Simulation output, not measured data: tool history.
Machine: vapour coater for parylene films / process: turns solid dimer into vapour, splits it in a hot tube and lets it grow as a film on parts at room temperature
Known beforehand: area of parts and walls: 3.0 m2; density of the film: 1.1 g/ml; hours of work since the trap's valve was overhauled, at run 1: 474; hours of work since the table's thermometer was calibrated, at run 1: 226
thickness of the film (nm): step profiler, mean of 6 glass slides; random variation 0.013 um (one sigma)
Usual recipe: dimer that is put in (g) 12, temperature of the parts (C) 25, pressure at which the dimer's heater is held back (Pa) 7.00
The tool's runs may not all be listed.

run,day,dimer that is put in (g),temperature of the parts (C),pressure at which the dimer's heater is held back (Pa),hours of work since the trap's valve was overhauled,hours of work since the table's thermometer was calibrated,thickness of the film (nm)
1,0.000,12,25,7.00,474,226,1660
2,0.388,12,25,7.00,478,231,1690
3,0.704,11,25,7.00,482,235,1520
4,1.083,14,25,7.00,487,239,1940
5,1.375,12,25,2.89,490,243,1980
6,1.742,12,34,7.00,495,247,1390
7,2.138,12,25,7.00,500,252,1680
8,2.533,12,24,7.00,505,257,1720
9,3.054,12,25,7.00,511,263,1660
10,3.579,8,25,7.00,517,270,1120
11,4.117,8,25,7.00,524,276,1120
12,4.429,8,22,5.54,528,280,1230
13,4.792,7,18,2.43,532,285,1400

Run 14, settings as shown, results not yet in. Your forecast:
14,5.479,7,18,4.25,541,293,?

{"run 14": {"thickness of the film (nm)": 1230}}
Minus the tool's unlogged condition, the same run would have read thickness of the film (nm) 1230.
